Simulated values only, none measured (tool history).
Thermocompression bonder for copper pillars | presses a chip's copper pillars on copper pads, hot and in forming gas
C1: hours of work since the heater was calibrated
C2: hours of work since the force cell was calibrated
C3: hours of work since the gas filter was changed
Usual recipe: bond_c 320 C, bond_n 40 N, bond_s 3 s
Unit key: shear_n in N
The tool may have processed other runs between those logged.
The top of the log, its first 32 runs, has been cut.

Run 33, hour 249.9: usual settings but bond_c 347 C; C1 878; C2 28; C3 71. Result: shear_n 103.9 N.
Run 34, hour 256.5: usual settings but bond_c 309 C, bond_n 38 N; C1 883; C2 33; C3 76. Result: shear_n 72.2 N.
Run 35, hour 265.9: usual settings but bond_c 309 C, bond_n 38 N; C1 890; C2 40; C3 84. Result: shear_n 72.4 N.
Run 36, hour 271.4: usual settings but bond_c 325 C, bond_n 30 N, bond_s 2 s; C1 895; C2 44; C3 88. Result: shear_n 61.5 N.
Run 37, hour 281.8: usual settings but bond_c 334 C, bond_n 36 N, bond_s 5 s; C1 902; C2 52; C3 96. Result: shear_n 101.2 N.
Run 38, hour 290.2: usual settings but bond_n 48 N, bond_s 6 s; C1 909; C2 59; C3 102. Result: shear_n 109 N.
Run 39, hour 298.7: usual settings but bond_c 348 C, bond_n 29 N; C1 915; C2 65; C3 108. Result: shear_n 87.2 N.
Run 40, hour 306.2: usual settings but bond_c 348 C, bond_n 29 N; C1 921; C2 71; C3 114. Result: shear_n 85 N.

Alternative continuations, all from the tool just after run 40; predict every row:
Run A, hour 314.9: usual settings but bond_s 2 s; C1 928; C2 77; C3 121. Result: shear_n ?.
Run B, hour 314.9: usual settings but bond_c 311 C; C1 928; C2 77; C3 121. Result: shear_n ?.
Run C, hour 314.9: usual settings but bond_n 57 N; C1 928; C2 77; C3 121. Result: shear_n ?.
Run D, hour 314.9: usual settings but bond_c 329 C, bond_n 24 N, bond_s 5 s; C1 928; C2 77; C3 121. Result: shear_n ?.

run  shear_n
  A     72.8
  B     76.4
  C    102.8
  D     73.4
What these runs would have given with no unlogged condition in the tool:
run  shear_n
  A     79.4
  B     83.2
  C      110
  D     79.9
